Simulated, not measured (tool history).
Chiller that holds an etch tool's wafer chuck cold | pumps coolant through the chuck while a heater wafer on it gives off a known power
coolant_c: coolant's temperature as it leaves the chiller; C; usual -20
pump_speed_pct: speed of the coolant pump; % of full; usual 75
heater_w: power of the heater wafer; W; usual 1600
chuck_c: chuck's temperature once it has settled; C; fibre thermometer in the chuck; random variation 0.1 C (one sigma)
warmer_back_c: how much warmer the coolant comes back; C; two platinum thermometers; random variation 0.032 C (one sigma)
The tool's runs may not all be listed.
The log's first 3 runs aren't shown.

run,hour,coolant_c,pump_speed_pct,heater_w,chuck_c,warmer_back_c
4,157.8,-20,75,1600,-3.6,4.32
5,231.5,-20,75,1600,-3.6,4.38
6,291.9,-20,75,1600,-3.3,4.35
7,357.6,-20,76,1600,-3.7,4.29
8,425.6,-20,90,1600,-5.5,3.6
9,462.6,-20,75,1600,-3.1,4.38
10,527.5,-20,75,1600,-3.3,4.37
# hour 578.5: chiller's thermometer calibrated
11,580.6,-20,75,1600,-3.3,4.43
12,619.4,-20,75,1600,-2.8,4.37
13,671.1,-20,75,1026,-8.8,2.82
14,750.2,-20,62,1600,-0.4,5.3
15,822.4,-20,93,1600,-5.1,3.6

Forecast run 16:
16,856.6,-20,93,1600,?,?

{"run 16": {"chuck_c": -5.2, "warmer_back_c": 3.61}}
Without the tool's hidden state the same run would have given chuck_c -8.2 C, warmer_back_c 3.4 C.
